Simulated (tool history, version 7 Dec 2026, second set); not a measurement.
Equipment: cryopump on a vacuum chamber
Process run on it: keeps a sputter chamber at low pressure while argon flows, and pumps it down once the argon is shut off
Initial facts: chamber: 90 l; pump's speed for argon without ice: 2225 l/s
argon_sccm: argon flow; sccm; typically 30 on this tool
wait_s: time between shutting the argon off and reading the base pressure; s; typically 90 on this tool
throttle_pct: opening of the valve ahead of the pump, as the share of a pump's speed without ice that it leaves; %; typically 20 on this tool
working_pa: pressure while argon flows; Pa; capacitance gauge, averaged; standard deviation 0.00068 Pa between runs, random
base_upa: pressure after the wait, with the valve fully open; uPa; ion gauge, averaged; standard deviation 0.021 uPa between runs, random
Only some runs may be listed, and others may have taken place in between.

run	day	argon_sccm	wait_s	throttle_pct	working_pa	base_upa
1	0	30	90	20	0.1231	0.49
2	2.767	30	90	20	0.1242	0.53
3	6.65	30	90	20	0.1246	0.53
4	9.571	30	90	20	0.1235	0.54
5	13.883	30	90	20	0.1247	0.59
6	18.15	30	90	20	0.1161	0.47
7	21.029	30	137	20	0.116	0.41
8	23.429	30	137	20	0.115	0.42
9	26.458	30	137	20	0.115	0.44
10	30.388	30	248	20	0.1163	0.35
11	34.296	30	101	20	0.116	0.52
12	36.825	30	90	20	0.1173	0.54
13	40.121	30	90	20	0.117	0.57
14	42.1	30	90	20	0.1176	0.54
15	45.304	30	90	20	0.1173	0.56
16	49.296	30	153	20	0.1186	0.45
17	51.808	30	90	20	0.1182	0.6
18	53.85	30	90	20	0.1181	0.61
19	57.083	47	45	38	0.1015	0.85
20	59.117	47	45	59	0.0669	0.93
21	62.112	55	232	19	0.2299	0.47
22	64.1	55	232	19	0.2303	0.48
23	67.346	55	232	19	0.2301	0.51
24	70.708	37	31	54	0.0597	1.17
25	72.979	37	31	54	0.0599	1.19
26	74.725	30	169	20	0.1201	0.57
27	76.883	30	169	20	0.1215	0.61
28	81.05	30	90	43	0.0606	0.73
29	82.838	16	70	46	0.0304	0.84
30	86.433	20	54	57	0.0332	0.92
31	90.55	54	90	27	0.1683	0.77
32	92.446	54	90	27	0.1691	0.79
33	94.958	47	33	50	0.086	1.24
34	98.312	59	23	44	0.1233	1.6

Taken out of this log: 1 entry between the listed runs. Where each belongs, and how the hidden state differs across it:
From run 5 to run 6: pump warmed up, emptied and cooled again (day 17.15)
  pump's speed, % of a pump's without ice: 68.5 -> 99.1; cold plate's temperature, K: 13.32 -> 13.34; leak into the chamber, uPa l/s: 465 -> 483
  measured less the result without the state, working_pa: +0.0114 -> +0.0008 Pa; base_upa: +0.18 -> +0.09 uPa
